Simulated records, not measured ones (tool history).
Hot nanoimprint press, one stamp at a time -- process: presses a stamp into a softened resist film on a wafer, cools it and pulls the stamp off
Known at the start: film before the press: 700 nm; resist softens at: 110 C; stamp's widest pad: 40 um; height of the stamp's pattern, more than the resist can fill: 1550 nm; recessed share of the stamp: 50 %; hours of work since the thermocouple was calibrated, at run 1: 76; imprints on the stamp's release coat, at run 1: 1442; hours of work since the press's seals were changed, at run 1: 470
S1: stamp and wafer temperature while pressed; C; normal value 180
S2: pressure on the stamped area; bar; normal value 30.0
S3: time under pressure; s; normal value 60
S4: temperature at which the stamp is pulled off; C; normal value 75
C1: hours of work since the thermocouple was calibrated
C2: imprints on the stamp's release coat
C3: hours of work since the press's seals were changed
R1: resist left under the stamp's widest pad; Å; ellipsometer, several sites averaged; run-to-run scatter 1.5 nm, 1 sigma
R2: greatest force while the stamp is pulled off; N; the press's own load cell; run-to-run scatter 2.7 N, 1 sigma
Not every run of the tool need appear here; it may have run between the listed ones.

run,hour,S1,S2,S3,S4,C1,C2,C3,R1,R2
1,0.0,180,30.0,60,75,76,1442,470,3451,122
2,29.8,180,30.0,60,75,96,1557,491,3438,123
3,63.5,180,30.0,60,75,119,1688,513,3462,131
4,106.6,180,30.0,38,75,148,1854,543,4020,125
5,143.5,180,30.0,38,75,173,1998,568,4044,129
6,166.8,180,30.0,38,75,189,2088,583,4036,123
7,186.3,180,30.0,60,75,202,2163,597,3474,130
# hour 213.9: stamp cleaned and given a new release coat
8,213.9,180,30.0,60,75,217,0,611,3464,124
9,243.2,180,30.0,60,75,237,113,631,3465,125
10,263.1,180,30.0,60,75,250,190,645,3445,127
# hour 292.4: plate thermocouple calibrated
11,304.0,180,30.0,60,77,8,337,670,3440,122
12,338.5,180,30.0,60,77,31,471,694,3442,124
13,362.8,180,30.0,60,77,48,565,710,3429,119
14,400.5,180,30.0,60,77,73,711,736,3429,120
15,444.1,180,30.0,60,77,103,880,765,3426,123
16,466.1,180,30.0,60,77,118,965,780,3435,119
17,500.8,190,42.8,36,80,141,1099,804,2144,122
18,543.6,190,42.8,36,80,170,1265,833,2129,122
19,573.0,184,42.8,36,80,190,1379,853,2908,120
20,614.1,180,40.2,52,75,218,1538,880,3142,121
21,654.4,172,30.0,33,68,245,1694,908,5554,135
22,681.7,172,30.0,33,68,264,1800,926,5596,129
# hour 690.5: plate thermocouple calibrated
23,709.5,172,30.0,33,68,13,1896,943,5532,130
24,730.5,172,30.0,33,68,27,1977,957,5585,134
25,756.3,170,45.8,77,68,45,2077,975,4412,132
# hour 772.0: press's hydraulic seals changed and the load cell set to zero
26,788.2,171,19.0,60,75,61,2170,11,5636,124
# hour 815.4: stamp cleaned and given a new release coat
27,816.0,171,19.0,60,75,76,2,26,5666,120
28,844.6,171,25.7,37,75,95,113,45,5729,123
29,885.5,170,30.0,60,76,123,271,73,5233,122

Here are 5 independent what-if runs from the current tool condition. What would each one return?
A,919.3,170,30.0,60,71,146,402,96,?,?
B,919.3,176,30.0,60,75,146,402,96,?,?
C,919.3,170,21.0,60,76,146,402,96,?,?
D,919.3,180,24.7,96,75,146,402,96,?,?
E,919.3,185,30.0,33,62,146,402,96,?,?

run,R1,R2
A,5243,131
B,4137,124
C,5625,123
D,3117,121
E,3308,136
With the hidden condition removed and each run's random variation left untouched, the same runs would have given:
run,R1,R2
A,5340,131
B,4213,124
C,5730,123
D,3175,121
E,3370,136

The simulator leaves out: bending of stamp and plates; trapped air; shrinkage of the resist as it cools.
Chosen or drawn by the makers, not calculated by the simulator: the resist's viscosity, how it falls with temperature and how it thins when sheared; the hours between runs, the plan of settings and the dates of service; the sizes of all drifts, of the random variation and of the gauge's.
